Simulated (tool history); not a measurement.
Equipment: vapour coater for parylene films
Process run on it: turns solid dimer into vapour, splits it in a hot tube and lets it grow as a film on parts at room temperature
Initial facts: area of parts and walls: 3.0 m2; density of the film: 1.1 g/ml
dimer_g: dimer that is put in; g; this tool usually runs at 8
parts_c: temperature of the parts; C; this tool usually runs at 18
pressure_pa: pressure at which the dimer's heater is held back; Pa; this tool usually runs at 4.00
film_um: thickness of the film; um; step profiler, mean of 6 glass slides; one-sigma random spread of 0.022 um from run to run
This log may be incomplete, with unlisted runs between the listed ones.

Run 1, day 0.000: usual settings. Result: film_um 1.26 um.
Run 2, day 0.442: usual settings. Result: film_um 1.25 um.
Run 3, day 1.033: usual settings. Result: film_um 1.26 um.
Run 4, day 1.533: usual settings. Result: film_um 1.21 um.
Run 5, day 1.942: usual settings. Result: film_um 1.25 um.
Run 6, day 2.771: usual settings. Result: film_um 1.24 um.
Run 7, day 3.317: usual settings. Result: film_um 1.23 um.
Run 8, day 4.175: usual settings. Result: film_um 1.26 um.
Run 9, day 5.054: usual settings but dimer_g 10 g. Result: film_um 1.55 um.
Run 10, day 5.725: usual settings but dimer_g 4 g, pressure_pa 3.92 Pa. Result: film_um 0.63 um.
Run 11, day 6.504: usual settings but dimer_g 4 g, pressure_pa 4.53 Pa. Result: film_um 0.62 um.
Run 12, day 6.883: usual settings but parts_c 25 C. Result: film_um 0.96 um.
Run 13, day 7.600: usual settings but parts_c 16 C, pressure_pa 8.73 Pa. Result: film_um 1.15 um.
Run 14, day 8.083: usual settings but parts_c 17 C. Result: film_um 1.27 um.
At day 8.638: trap's valve overhauled.
Run 15, day 9.158: usual settings but dimer_g 5 g, parts_c 14 C, pressure_pa 3.87 Pa. Result: film_um 0.91 um.

Each row is a separate what-if for the run after 15, all from the same tool condition, not one after another. Results?
Run A, day 9.933: usual settings but dimer_g 5 g, parts_c 14 C, pressure_pa 2.46 Pa. Result: film_um ?.
Run B, day 9.933: usual settings but dimer_g 5 g, parts_c 14 C, pressure_pa 7.08 Pa. Result: film_um ?.
Run C, day 9.933: usual settings but dimer_g 4 g, parts_c 11 C. Result: film_um ?.
Run D, day 9.933: usual settings but parts_c 14 C, pressure_pa 6.52 Pa. Result: film_um ?.
Run E, day 9.933: usual settings but dimer_g 5 g, parts_c 21 C, pressure_pa 3.87 Pa. Result: film_um ?.

run  film_um
  A     1.03
  B     0.82
  C     0.77
  D     1.32
  E     0.67
With no hidden state in the tool, these same runs would have given:
run  film_um
  A     1.03
  B     0.82
  C     0.77
  D     1.32
  E     0.67

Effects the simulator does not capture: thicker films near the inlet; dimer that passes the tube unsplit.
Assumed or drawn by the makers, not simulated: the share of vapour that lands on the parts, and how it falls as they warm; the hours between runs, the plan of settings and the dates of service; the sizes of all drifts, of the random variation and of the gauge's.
